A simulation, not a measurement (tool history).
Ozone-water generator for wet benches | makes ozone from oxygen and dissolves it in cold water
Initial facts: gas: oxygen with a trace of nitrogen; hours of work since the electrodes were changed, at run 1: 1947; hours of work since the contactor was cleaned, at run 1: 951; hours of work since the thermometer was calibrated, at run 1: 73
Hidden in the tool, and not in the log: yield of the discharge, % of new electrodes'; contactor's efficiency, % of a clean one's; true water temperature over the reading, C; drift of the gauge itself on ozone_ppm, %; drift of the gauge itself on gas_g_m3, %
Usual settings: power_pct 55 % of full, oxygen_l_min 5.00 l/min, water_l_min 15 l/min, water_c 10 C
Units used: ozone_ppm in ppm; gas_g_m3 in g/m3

run	day	power_pct	oxygen_l_min	water_l_min	water_c	hours of work since the electrodes were changed	hours of work since the contactor was cleaned	hours of work since the thermometer was calibrated	ozone_ppm	gas_g_m3
1	0.000	55	5.00	15	10	1947	951	73	28.1	227.0
2	7.692	55	4.38	15	10	2126	1130	253	28.2	244.9
3	14.100	55	5.00	15	10	2275	1280	402	27.7	224.2
4	19.146	55	5.00	15	10	2393	1397	520	27.7	224.0
5	24.862	55	5.00	15	6	2526	1530	653	28.8	222.4
6	31.062	55	5.00	15	6	2671	1675	798	29.0	224.2
7	39.142	55	5.00	11	10	2859	1863	986	34.0	223.8
8	48.692	55	5.00	11	10	3082	2086	1209	33.3	222.9
9	52.925	55	5.00	11	10	3181	2185	1307	32.9	221.0
10	56.962	55	5.00	11	10	3275	2279	1401	33.5	219.1
# day 57.892: contactor cleaned
11	66.258	55	5.00	11	10	3488	195	1614	32.8	220.6
12	71.517	55	5.00	11	10	3610	318	1737	32.8	216.4
13	80.838	83	8.79	15	14	3828	535	1954	27.4	187.2
14	85.642	81	7.31	16	17	3940	647	2066	25.2	207.3
15	90.300	58	6.17	15	10	4048	756	2175	25.9	195.6
# day 95.900: contactor cleaned, once more
16	95.900	55	3.45	15	12	4175	0	2302	25.9	271.3
17	103.779	55	3.45	15	12	4359	184	2485	25.9	266.7
18	112.283	55	3.45	15	12	4557	382	2684	25.7	266.0
# day 116.862: water thermometer calibrated
19	120.912	47	3.45	15	16	4758	583	95	22.7	245.8
20	126.708	43	2.59	19	18	4893	718	230	16.9	281.0
21	133.483	43	2.59	19	18	5051	876	388	17.0	278.9
22	138.646	69	2.59	19	18	5171	996	508	20.7	350.9

Results per run with the tool's hidden condition removed, run-to-run variation unchanged:
run	ozone_ppm	gas_g_m3
1	29.5	236.1
2	29.8	255.7
3	29.4	234.8
4	29.6	235.3
5	30.9	234.3
6	31.3	236.9
7	36.8	237.5
8	36.3	237.7
9	36.1	236.3
10	36.9	234.7
11	36.5	237.6
12	36.7	233.8
13	31.6	207.5
14	29.2	230.1
15	29.6	214.2
16	28.6	297.2
17	28.9	293.3
18	28.8	293.8
19	25.3	270.3
20	18.9	308.3
21	19.1	306.9
22	24.1	399.3
